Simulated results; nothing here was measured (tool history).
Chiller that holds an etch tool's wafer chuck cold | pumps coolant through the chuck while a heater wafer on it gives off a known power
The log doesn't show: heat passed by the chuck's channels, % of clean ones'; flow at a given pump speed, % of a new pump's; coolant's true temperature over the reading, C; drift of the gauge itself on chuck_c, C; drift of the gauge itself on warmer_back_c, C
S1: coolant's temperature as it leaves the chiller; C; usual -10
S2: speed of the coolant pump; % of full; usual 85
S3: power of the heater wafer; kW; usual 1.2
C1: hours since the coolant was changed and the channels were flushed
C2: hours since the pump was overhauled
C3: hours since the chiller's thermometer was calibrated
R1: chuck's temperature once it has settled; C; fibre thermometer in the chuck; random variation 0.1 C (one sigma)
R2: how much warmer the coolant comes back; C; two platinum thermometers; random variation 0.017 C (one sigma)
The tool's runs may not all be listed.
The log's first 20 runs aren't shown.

Run 21, hour 1281.3: usual settings but S1 -9 C, S2 83 % of full, S3 1.443 kW; C1 4437; C2 218; C3 616. Result: R1 4.6 C, R2 3.05 C.
Run 22, hour 1357.1: usual settings but S1 -1 C, S2 81 % of full; C1 4513; C2 294; C3 691. Result: R1 10.4 C, R2 2.58 C.
Run 23, hour 1437.6: usual settings but S1 -11 C, S2 63 % of full; C1 4593; C2 374; C3 772. Result: R1 2.3 C, R2 3.38 C.
Run 24, hour 1496.4: usual settings but S1 -2 C, S2 63 % of full, S3 1.288 kW; C1 4652; C2 433; C3 831. Result: R1 12.3 C, R2 3.64 C.
Run 25, hour 1531: usual settings but S1 -2 C, S2 63 % of full, S3 1.288 kW; C1 4687; C2 468; C3 865. Result: R1 12.3 C, R2 3.62 C.
Run 26, hour 1581: usual settings but S1 -7 C, S2 71 % of full, S3 1.141 kW; C1 4737; C2 518; C3 915. Result: R1 5 C, R2 2.86 C.
Run 27, hour 1621.2: usual settings but S1 -8 C, S2 86 % of full, S3 1.112 kW; C1 4777; C2 558; C3 956. Result: R1 2.4 C, R2 2.25 C.
Run 28, hour 1674.1: usual settings but S1 -8 C, S2 86 % of full, S3 1.112 kW; C1 4830; C2 611; C3 1009. Result: R1 2.3 C, R2 2.28 C.
Run 29, hour 1710.8: usual settings but S1 -9 C, S2 75 % of full, S3 0.796 kW; C1 4867; C2 648; C3 1045. Result: R1 -1.1 C, R2 1.86 C.
Run 30, hour 1750.9: usual settings but S1 -9 C, S2 75 % of full, S3 0.796 kW; C1 4907; C2 688; C3 1085. Result: R1 -1 C, R2 1.87 C.
Run 31, hour 1824.2: usual settings but S1 -3 C, S2 71 % of full, S3 1.105 kW; C1 4980; C2 761; C3 1159. Result: R1 8.4 C, R2 2.78 C.

5 ways to go on from here, each from the tool as it stands after run 31. What would each give?
Run A, hour 1887.5: usual settings but S1 -7 C, S2 92 % of full, S3 0.671 kW; C1 5043; C2 824; C3 1222. Result: R1 ?, R2 ?.
Run B, hour 1887.5: usual settings but S1 -7 C, S2 86 % of full; C1 5043; C2 824; C3 1222. Result: R1 ?, R2 ?.
Run C, hour 1887.5: usual settings but S1 -3 C, S2 71 % of full, S3 0.819 kW; C1 5043; C2 824; C3 1222. Result: R1 ?, R2 ?.
Run D, hour 1887.5: usual settings but S2 79 % of full; C1 5043; C2 824; C3 1222. Result: R1 ?, R2 ?.
Run E, hour 1887.5: usual settings but S2 82 % of full, S3 1.418 kW; C1 5043; C2 824; C3 1222. Result: R1 ?, R2 ?.

run    R1    R2
  A  -1.1  1.23
  B   4.3  2.41
  C   5.4  2.04
  D   1.9  2.68
  E   3.6  3.03
Without the tool's hidden state the same runs would have given:
run    R1    R2
  A  -1.7  1.21
  B   3.1  2.38
  C   4.6  2.02
  D   0.7  2.66
  E   2.1  3.01

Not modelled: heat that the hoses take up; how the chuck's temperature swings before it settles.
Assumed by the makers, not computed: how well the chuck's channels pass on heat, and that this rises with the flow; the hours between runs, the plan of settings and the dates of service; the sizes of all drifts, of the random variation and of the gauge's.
